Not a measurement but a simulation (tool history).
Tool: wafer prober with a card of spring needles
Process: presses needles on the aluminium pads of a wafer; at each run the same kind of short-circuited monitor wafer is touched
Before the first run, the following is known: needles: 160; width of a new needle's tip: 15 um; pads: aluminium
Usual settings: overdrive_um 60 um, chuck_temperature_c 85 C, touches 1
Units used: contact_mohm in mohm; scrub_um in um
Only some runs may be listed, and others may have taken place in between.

run     day  overdrive_um  chuck_temperature_c  touches  contact_mohm  scrub_um
  1   0.000            60                   85        1           215     15.93
  2   0.479            60                   40        1           252     15.93
      0.604  -- tips cleaned on abrasive film
  3   1.033            60                   40        1           198     15.88
  4   1.546            60                   85        2           195     15.90
      1.783  -- tips cleaned on abrasive film
  5   1.783            60                   85        2           141     15.88
  6   2.333            60                   85        1           212     15.92
  7   2.833            60                   85        2           197     15.87
      2.979  -- tips cleaned on abrasive film
  8   3.279            60                   85        2           167     15.78
  9   3.533            60                   85        2           180     15.81
 10   3.925            60                   85        2           192     15.86
      4.183  -- tips cleaned on abrasive film
      4.400  -- height of the first contact set anew
 11   4.400            60                   93        1           169     16.23
 12   4.879            60                   93        1           218     16.27
 13   5.150            62                   93        1           226     16.80
      5.375  -- tips cleaned on abrasive film
 14   5.542            60                   85        2           153     16.23
 15   6.075            65                   85        2           177     17.55
      6.583  -- tips cleaned on abrasive film
 16   6.596            65                   85        2           140     17.52
 17   7.121            65                   85        2           171     17.53
 18   7.546            58                   85        2           202     15.68
      7.792  -- tips cleaned on abrasive film
 19   8.000            50                   85        1           185     13.45
 20   8.279            59                   85        1           204     15.86
 21   8.592            59                   85        1           229     15.85
      8.996  -- tips cleaned on abrasive film
 22   9.008            58                   38        2           134     15.56
 23   9.367            58                   38        2           170     15.55
 24   9.700            53                   84        3           178     14.16
 25   9.954            45                   61        1           309     12.09
     10.204  -- tips cleaned on abrasive film
 26  10.271            60                   85        1           158     16.07
 27  10.567            79                   52        3           140     21.20
 28  11.038            79                   52        3           148     21.23
     11.400  -- tips cleaned on abrasive film
 29  11.504            73                   26        2           136     19.57
 30  12.033            69                   85        2           170     18.52
 31  12.550            55                   37        1           274     14.74
     12.579  -- tips cleaned on abrasive film
 32  12.858            55                   37        1           187     14.65
 33  13.308            55                   37        1           242     14.65
     13.767  -- tips cleaned on abrasive film
 34  13.771            55                   37        1           146     14.68

Consider 4 possible next runs. They are alternatives, not a sequence: every one starts from the tool as it was left by run 34. What does each give?
  A  14.304            60                   89        1             ?         ?
  B  14.304            61                   85        1             ?         ?
  C  14.304            57                   37        1             ?         ?
  D  14.304            55                   37        1             ?         ?

run  contact_mohm  scrub_um
  A           211     15.98
  B           212     16.21
  C           222     15.18
  D           227     14.66
Without the tool's hidden state the same runs would have given:
run  contact_mohm  scrub_um
  A           132     16.25
  B           134     16.47
  C           128     15.45
  D           127     14.92

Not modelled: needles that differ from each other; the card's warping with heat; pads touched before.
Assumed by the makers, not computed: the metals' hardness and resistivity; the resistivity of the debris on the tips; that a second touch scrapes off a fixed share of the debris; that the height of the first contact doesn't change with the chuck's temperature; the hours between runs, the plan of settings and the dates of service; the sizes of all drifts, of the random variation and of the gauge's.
